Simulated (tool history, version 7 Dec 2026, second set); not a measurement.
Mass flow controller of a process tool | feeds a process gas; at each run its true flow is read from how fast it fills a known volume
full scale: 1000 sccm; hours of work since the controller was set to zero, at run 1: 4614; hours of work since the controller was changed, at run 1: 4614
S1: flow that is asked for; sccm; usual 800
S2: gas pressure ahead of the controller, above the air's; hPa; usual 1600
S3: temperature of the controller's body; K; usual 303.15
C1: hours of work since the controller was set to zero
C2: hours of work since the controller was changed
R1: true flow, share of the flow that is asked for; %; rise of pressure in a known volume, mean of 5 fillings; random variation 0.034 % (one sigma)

run 1 hour=0 | S1=800 S2=1600 S3=303.15 | C1=4614 C2=4614 | R1=99.81
run 2 hour=88 | S1=800 S2=1600 S3=303.15 | C1=4674 C2=4674 | R1=99.8
run 3 hour=271.1 | S1=800 S2=1820 S3=303.15 | C1=4798 C2=4798 | R1=99.79
run 4 hour=451.1 | S1=340 S2=1600 S3=303.15 | C1=4921 C2=4921 | R1=100.67
run 5 hour=560.6 | S1=800 S2=1600 S3=303.15 | C1=4995 C2=4995 | R1=99.85
run 6 hour=658.5 | S1=800 S2=1600 S3=296.15 | C1=5062 C2=5062 | R1=100.39
run 7 hour=818.2 | S1=800 S2=1600 S3=304.15 | C1=5171 C2=5171 | R1=99.79
run 8 hour=936.8 | S1=111 S2=1600 S3=303.15 | C1=5251 C2=5251 | R1=106.28
run 9 hour=1041.4 | S1=111 S2=2730 S3=303.15 | C1=5323 C2=5323 | R1=106.16
run 10 hour=1201.3 | S1=111 S2=2730 S3=303.15 | C1=5432 C2=5432 | R1=106.35
run 11 hour=1306.8 | S1=111 S2=2730 S3=303.15 | C1=5503 C2=5503 | R1=106.43
run 12 hour=1409.2 | S1=800 S2=1600 S3=299.15 | C1=5573 C2=5573 | R1=100.17
run 13 hour=1525.5 | S1=800 S2=1600 S3=299.15 | C1=5652 C2=5652 | R1=100.19
run 14 hour=1659.8 | S1=800 S2=1600 S3=299.15 | C1=5744 C2=5744 | R1=100.21
run 15 hour=1832.1 | S1=800 S2=1600 S3=299.15 | C1=5861 C2=5861 | R1=100.17
run 16 hour=1936.9 | S1=800 S2=1600 S3=299.15 | C1=5932 C2=5932 | R1=100.29
run 17 hour=2080.6 | S1=800 S2=1600 S3=299.15 | C1=6030 C2=6030 | R1=100.24
run 18 hour=2224.5 | S1=897 S2=1620 S3=296.15 | C1=6128 C2=6128 | R1=100.47
run 19 hour=2339.1 | S1=187 S2=1600 S3=303.15 | C1=6206 C2=6206 | R1=103.65
run 20 hour=2508.7 | S1=350 S2=1570 S3=303.15 | C1=6322 C2=6322 | R1=101.11
run 21 hour=2618.4 | S1=882 S2=2760 S3=303.15 | C1=6396 C2=6396 | R1=99.7
run 22 hour=2771.9 | S1=355 S2=2410 S3=309.15 | C1=6501 C2=6501 | R1=100.55
run 23 hour=2873.3 | S1=298 S2=1490 S3=309.15 | C1=6570 C2=6570 | R1=101.23
run 24 hour=3054.6 | S1=298 S2=2130 S3=302.15 | C1=6693 C2=6693 | R1=101.71
run 25 hour=3129.1 | S1=800 S2=1600 S3=308.15 | C1=6744 C2=6744 | R1=99.54
run 26 hour=3260.2 | S1=712 S2=1720 S3=298.15 | C1=6833 C2=6833 | R1=100.49
run 27 hour=3359.8 | S1=800 S2=2430 S3=294.15 | C1=6901 C2=6901 | R1=100.63
run 28 hour=3498.9 | S1=800 S2=2430 S3=294.15 | C1=6996 C2=6996 | R1=100.6
run 29 hour=3612.7 | S1=242 S2=1600 S3=294.15 | C1=7073 C2=7073 | R1=103.68
run 30 hour=3783.4 | S1=157 S2=1600 S3=303.15 | C1=7190 C2=7190 | R1=105.74

3 ways to go on from here, each from the tool as it stands after run 30. What would each give?
-- hour=3821.2 controller's zero set anew
run A hour=3929.5 | S1=126 S2=2530 S3=304.15 | C1=74 C2=7289 | R1=?
-- hour=3821.2 controller's zero set anew
run B hour=3929.5 | S1=108 S2=1410 S3=307.15 | C1=74 C2=7289 | R1=?
-- hour=3821.2 controller's zero set anew
run C hour=3929.5 | S1=310 S2=2300 S3=295.15 | C1=74 C2=7289 | R1=?

run=A R1=97.89
run=B R1=97.82
run=C R1=98.53
Without the tool's hidden state the same runs would have given:
run=A R1=98.21
run=B R1=98.03
run=C R1=99.25
